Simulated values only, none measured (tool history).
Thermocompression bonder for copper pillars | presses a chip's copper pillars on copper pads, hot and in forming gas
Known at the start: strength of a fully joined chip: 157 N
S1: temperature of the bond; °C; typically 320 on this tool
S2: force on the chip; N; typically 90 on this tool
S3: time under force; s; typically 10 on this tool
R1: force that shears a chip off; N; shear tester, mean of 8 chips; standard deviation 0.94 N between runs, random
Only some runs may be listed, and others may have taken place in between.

run   hour   S1   S2  S3     R1
  1      0  320   90  10   74.8
  2    3.8  320   90  10   75.4
  3    8.5  320   90  10   74.7
  4   13.3  320   90  10   74.9
  5   17.7  320   90  10   75.8
  6   22.3  320  118  10     89
  7   29.8  320  118  10   89.3
  8   37.1  320  132  10   95.7
  9     43  320   90  10   74.4
 10     49  320   90  10   73.8
 11   54.3  320   90   6   62.2
 12   59.9  320   90   6   63.1
 13   65.6  320   90   6   61.8
 14   71.7  293   90   6   42.8
 15     77  300   90  10   57.1
 16   85.9  300   90  10   57.7
 17   94.4  300   90  10   58.3
 18  102.9  320   90  10   74.8
 19  110.3  320   65  10   58.5
 20  119.3  320   65  10   56.7
 21  127.4  320   65  10   58.1
 22  131.3  320   65  10   57.4
 23    138  315   67  10   58.5
 24  147.3  315   67  10   59.2
 25  151.9  333  124   8    104
 26  156.5  320  121  25  120.5
 27  161.5  343   80  16  107.1
 28  167.5  320   90  19   95.5
 29  172.3  320   90  19   95.6
 30  180.3  318   59  19   74.1
 31  186.8  318   59  19   71.6
 32  194.9  318   59  19   72.9
 33  201.8  306  109  23  100.4
 34  210.5  311   90   7   62.6
 35  217.5  320   95   8   78.2
 36  222.4  320   95   8     79
 37  228.4  293   68  18   56.5
 38  233.5  320   88  26  103.7
 39  240.4  341   82  11   95.4
 40  244.4  320  110  28  117.3

Between the runs listed above, the log contained 3 entries, not reproduced here. Where in the sequence does each belong, and how does what the log doesn't record of the tool's condition differ from the listed run before to the listed run after?
From run 22 to run 23: heater calibrated with a thermocouple chip (hour 133.9)
  true temperature of the bond over the reading, C: -1.3 -> -1.8; force that reaches the chip, % of what is set: 102.3 -> 102.4; oxide that the forming gas leaves, % of the face: 6.93 -> 6.98
  what was measured, less what the result would be without the hidden state, R1: -4 -> -4.3 N
From run 23 to run 24: forming gas filter changed (hour 146.4)
  oxide that the forming gas leaves, % of the face: 6.98 -> 0.58
  what was measured, less what the result would be without the hidden state, R1: -4.3 -> -0.4 N
From run 29 to run 30: heater calibrated with a thermocouple chip, once more (hour 178.2)
  true temperature of the bond over the reading, C: -1.9 -> -0.6; oxide that the forming gas leaves, % of the face: 0.83 -> 0.9
  what was measured, less what the result would be without the hidden state, R1: -0.7 -> +0.5 N

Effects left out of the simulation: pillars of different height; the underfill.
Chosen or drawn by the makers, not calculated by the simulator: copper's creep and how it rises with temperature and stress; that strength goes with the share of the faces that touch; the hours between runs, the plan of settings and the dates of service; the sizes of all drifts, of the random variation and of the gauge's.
